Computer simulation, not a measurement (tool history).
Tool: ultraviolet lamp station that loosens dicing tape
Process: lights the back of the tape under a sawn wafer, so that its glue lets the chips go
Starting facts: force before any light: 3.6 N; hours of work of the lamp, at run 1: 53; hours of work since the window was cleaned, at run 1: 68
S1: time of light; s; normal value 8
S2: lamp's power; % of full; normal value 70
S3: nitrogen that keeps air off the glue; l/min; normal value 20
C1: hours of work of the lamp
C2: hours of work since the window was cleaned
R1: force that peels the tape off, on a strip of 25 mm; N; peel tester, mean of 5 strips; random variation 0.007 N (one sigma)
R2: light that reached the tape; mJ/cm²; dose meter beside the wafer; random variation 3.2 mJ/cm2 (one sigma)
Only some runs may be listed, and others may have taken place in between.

Run 1, day 0: usual settings; C1 53; C2 68. Result: R1 0.274 N, R2 460 mJ/cm².
Run 2, day 0.562: usual settings but S1 5 s; C1 61; C2 77. Result: R1 0.521 N, R2 287 mJ/cm².
Run 3, day 1.021: usual settings but S1 5 s; C1 68; C2 84. Result: R1 0.5 N, R2 286 mJ/cm².
Run 4, day 1.625: usual settings; C1 78; C2 93. Result: R1 0.262 N, R2 455 mJ/cm².
Run 5, day 2.217: usual settings but S2 61 % of full; C1 87; C2 102. Result: R1 0.327 N, R2 398 mJ/cm².
Run 6, day 3.012: usual settings but S2 86 % of full; C1 99; C2 115. Result: R1 0.216 N, R2 546 mJ/cm².
At day 3.104: window cleaned of glue's vapour.
Run 7, day 3.675: usual settings but S2 86 % of full; C1 109; C2 9. Result: R1 0.212 N, R2 532 mJ/cm².
Run 8, day 4.488: usual settings but S2 97 % of full; C1 122; C2 21. Result: R1 0.206 N, R2 599 mJ/cm².
Run 9, day 5.112: usual settings but S1 10 s, S2 80 % of full, S3 17 l/min; C1 131; C2 31. Result: R1 0.205 N, R2 614 mJ/cm².
At day 5.479: window cleaned of glue's vapour, once more.
Run 10, day 5.588: usual settings but S1 10 s, S2 80 % of full, S3 17 l/min; C1 138; C2 2. Result: R1 0.203 N, R2 646 mJ/cm².
Run 11, day 5.996: usual settings but S1 7 s, S2 99 % of full, S3 26 l/min; C1 144; C2 8. Result: R1 0.211 N, R2 552 mJ/cm².
Run 12, day 6.804: usual settings but S1 11 s, S3 11 l/min; C1 157; C2 20. Result: R1 0.261 N, R2 603 mJ/cm².
Run 13, day 7.246: usual settings but S1 7 s, S2 86 % of full, S3 30 l/min; C1 164; C2 27. Result: R1 0.218 N, R2 480 mJ/cm².

Predict the results of run 14:
Run 14, day 7.717: usual settings but S1 12 s, S2 61 % of full, S3 30 l/min; C1 171; C2 35. Result: R1 ?, R2 ?.

Run 14 yielded R1 0.206 N, R2 576 mJ/cm².
Had the tool carried no hidden state, the very same run would have given R1 0.198 N, R2 646 mJ/cm².

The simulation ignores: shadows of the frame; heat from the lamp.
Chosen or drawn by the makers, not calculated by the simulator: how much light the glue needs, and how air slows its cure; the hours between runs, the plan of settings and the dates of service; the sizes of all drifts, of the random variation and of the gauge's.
